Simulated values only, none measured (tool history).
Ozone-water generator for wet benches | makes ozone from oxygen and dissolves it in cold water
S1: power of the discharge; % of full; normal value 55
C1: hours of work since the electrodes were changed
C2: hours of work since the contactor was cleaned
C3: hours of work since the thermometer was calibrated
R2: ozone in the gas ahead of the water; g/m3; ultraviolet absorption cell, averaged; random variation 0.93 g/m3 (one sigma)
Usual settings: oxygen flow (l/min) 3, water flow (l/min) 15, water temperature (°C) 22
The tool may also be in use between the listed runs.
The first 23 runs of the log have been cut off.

run 24 hour=736.3 | S1=46 oxygen_flow_(l/min)=2.46 water_flow_(l/min)=21 water_temperature_(°C)=27 | C1=746 C2=19 C3=1793 | dissolved_ozone_(ppm)=8.4 R2=146.8
run 25 hour=772 | S1=46 oxygen_flow_(l/min)=2.46 water_flow_(l/min)=21 water_temperature_(°C)=27 | C1=776 C2=49 C3=1823 | dissolved_ozone_(ppm)=8.4 R2=144.3
run 26 hour=819 | S1=46 oxygen_flow_(l/min)=2.46 water_flow_(l/min)=21 water_temperature_(°C)=27 | C1=816 C2=89 C3=1863 | dissolved_ozone_(ppm)=8.5 R2=144.3
run 27 hour=849 | S1=70 oxygen_flow_(l/min)=2.68 water_flow_(l/min)=21 water_temperature_(°C)=19 | C1=842 C2=114 C3=1889 | dissolved_ozone_(ppm)=13.6 R2=203.7
run 28 hour=873.4 | S1=87 oxygen_flow_(l/min)=3.67 water_flow_(l/min)=21 water_temperature_(°C)=17 | C1=862 C2=135 C3=1910 | dissolved_ozone_(ppm)=18.1 R2=213.3
run 29 hour=916.3 | S1=55 oxygen_flow_(l/min)=2.21 water_flow_(l/min)=10 water_temperature_(°C)=22 | C1=899 C2=171 C3=1946 | dissolved_ozone_(ppm)=19.4 R2=176.1
run 30 hour=938.3 | S1=51 oxygen_flow_(l/min)=4.59 water_flow_(l/min)=22 water_temperature_(°C)=15 | C1=918 C2=190 C3=1965 | dissolved_ozone_(ppm)=11.7 R2=121.7
run 31 hour=968.6 | S1=72 oxygen_flow_(l/min)=3 water_flow_(l/min)=15 water_temperature_(°C)=28 | C1=943 C2=216 C3=1990 | dissolved_ozone_(ppm)=17.3 R2=200.1
run 32 hour=1006.2 | S1=49 oxygen_flow_(l/min)=4.95 water_flow_(l/min)=15 water_temperature_(°C)=14 | C1=975 C2=248 C3=2022 | dissolved_ozone_(ppm)=15.6 R2=111.7

Branching from run 32: 4 alternative next runs. What would each branch give?
run A hour=1039 | S1=93 oxygen_flow_(l/min)=3 water_flow_(l/min)=15 water_temperature_(°C)=15 | C1=1003 C2=276 C3=2050 | dissolved_ozone_(ppm)=? R2=?
run B hour=1039 | S1=83 oxygen_flow_(l/min)=4.95 water_flow_(l/min)=15 water_temperature_(°C)=14 | C1=1003 C2=276 C3=2050 | dissolved_ozone_(ppm)=? R2=?
run C hour=1039 | S1=47 oxygen_flow_(l/min)=3 water_flow_(l/min)=15 water_temperature_(°C)=17 | C1=1003 C2=276 C3=2050 | dissolved_ozone_(ppm)=? R2=?
run D hour=1039 | S1=76 oxygen_flow_(l/min)=4.95 water_flow_(l/min)=15 water_temperature_(°C)=14 | C1=1003 C2=276 C3=2050 | dissolved_ozone_(ppm)=? R2=?

run=A dissolved_ozone_(ppm)=25.3 R2=247.1
run=B dissolved_ozone_(ppm)=25.1 R2=181.5
run=C dissolved_ozone_(ppm)=13.5 R2=136.6
run=D dissolved_ozone_(ppm)=23.3 R2=167.5
Without the tool's unlogged condition, the same runs would have read:
run=A dissolved_ozone_(ppm)=25.9 R2=252.2
run=B dissolved_ozone_(ppm)=25.6 R2=184.9
run=C dissolved_ozone_(ppm)=13.7 R2=138
run=D dissolved_ozone_(ppm)=23.8 R2=170.5
